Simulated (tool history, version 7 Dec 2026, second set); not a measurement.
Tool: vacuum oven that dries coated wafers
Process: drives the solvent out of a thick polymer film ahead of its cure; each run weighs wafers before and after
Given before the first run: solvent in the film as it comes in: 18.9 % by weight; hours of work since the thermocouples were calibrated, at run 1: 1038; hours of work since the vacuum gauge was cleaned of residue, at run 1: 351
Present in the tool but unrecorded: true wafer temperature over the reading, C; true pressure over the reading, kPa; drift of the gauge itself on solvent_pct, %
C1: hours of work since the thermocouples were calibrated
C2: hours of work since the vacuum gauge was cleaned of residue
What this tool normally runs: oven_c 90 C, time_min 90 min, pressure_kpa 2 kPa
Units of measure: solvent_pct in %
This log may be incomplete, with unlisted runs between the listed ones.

run 1 hour=0 | oven_c=90 time_min=90 pressure_kpa=2 | C1=1038 C2=351 | solvent_pct=5.34
run 2 hour=20.6 | oven_c=90 time_min=90 pressure_kpa=1.05 | C1=1049 C2=362 | solvent_pct=3.45
run 3 hour=39.6 | oven_c=90 time_min=63 pressure_kpa=1.05 | C1=1059 C2=371 | solvent_pct=4.66
run 4 hour=55 | oven_c=90 time_min=63 pressure_kpa=1.05 | C1=1066 C2=379 | solvent_pct=4.61
run 5 hour=66.9 | oven_c=90 time_min=90 pressure_kpa=2 | C1=1073 C2=385 | solvent_pct=5.27
run 6 hour=86.7 | oven_c=90 time_min=90 pressure_kpa=2 | C1=1083 C2=396 | solvent_pct=5.41
run 7 hour=101.3 | oven_c=90 time_min=90 pressure_kpa=2 | C1=1090 C2=403 | solvent_pct=5.22
run 8 hour=117.8 | oven_c=90 time_min=90 pressure_kpa=2 | C1=1099 C2=412 | solvent_pct=5.37
run 9 hour=133.3 | oven_c=90 time_min=90 pressure_kpa=2 | C1=1107 C2=419 | solvent_pct=5.42
run 10 hour=150.5 | oven_c=90 time_min=90 pressure_kpa=2 | C1=1115 C2=428 | solvent_pct=5.18
run 11 hour=163.1 | oven_c=90 time_min=90 pressure_kpa=2 | C1=1122 C2=435 | solvent_pct=5.48
run 12 hour=180 | oven_c=90 time_min=90 pressure_kpa=2 | C1=1131 C2=443 | solvent_pct=5.56
run 13 hour=194.1 | oven_c=86 time_min=146 pressure_kpa=2.34 | C1=1138 C2=451 | solvent_pct=6.44
run 14 hour=214 | oven_c=86 time_min=146 pressure_kpa=2.34 | C1=1148 C2=461 | solvent_pct=6.54
run 15 hour=231.8 | oven_c=90 time_min=87 pressure_kpa=6.07 | C1=1157 C2=470 | solvent_pct=13.67
run 16 hour=248.9 | oven_c=87 time_min=58 pressure_kpa=2 | C1=1166 C2=479 | solvent_pct=7.7
run 17 hour=261.1 | oven_c=78 time_min=139 pressure_kpa=5.74 | C1=1172 C2=485 | solvent_pct=18.94
run 18 hour=276.4 | oven_c=99 time_min=90 pressure_kpa=6.21 | C1=1180 C2=493 | solvent_pct=9.77
run 19 hour=291.3 | oven_c=99 time_min=90 pressure_kpa=6.21 | C1=1188 C2=500 | solvent_pct=9.61
run 20 hour=310.1 | oven_c=99 time_min=90 pressure_kpa=6.21 | C1=1197 C2=510 | solvent_pct=9.8
run 21 hour=325 | oven_c=95 time_min=108 pressure_kpa=1.33 | C1=1205 C2=518 | solvent_pct=2.96

How would selected steps in solvent_pct from run to run divide? Give the signed amount a tool lacking its hidden state would still show from settings, what came in and random variation, and the signed amount left for the hidden state, including any gauge scatter that is not in both of the compared results.
Run 14 -> 15: oven_c 86 -> 90, time_min 146 -> 87, pressure_kpa 2.34 -> 6.07. solvent_pct +7.13 %: hidden state +0.51, all else +6.62.
Run 16 -> 17: oven_c 87 -> 78, time_min 58 -> 139, pressure_kpa 2 -> 5.74. solvent_pct +11.24 %: hidden state +0.18, all else +11.06.
Run 17 -> 18: oven_c 78 -> 99, time_min 139 -> 90, pressure_kpa 5.74 -> 6.21. solvent_pct -9.17 %: hidden state -0.14, all else -9.03.
Run 20 -> 21: oven_c 99 -> 95, time_min 90 -> 108, pressure_kpa 6.21 -> 1.33. solvent_pct -6.84 %: hidden state -0.54, all else -6.3.
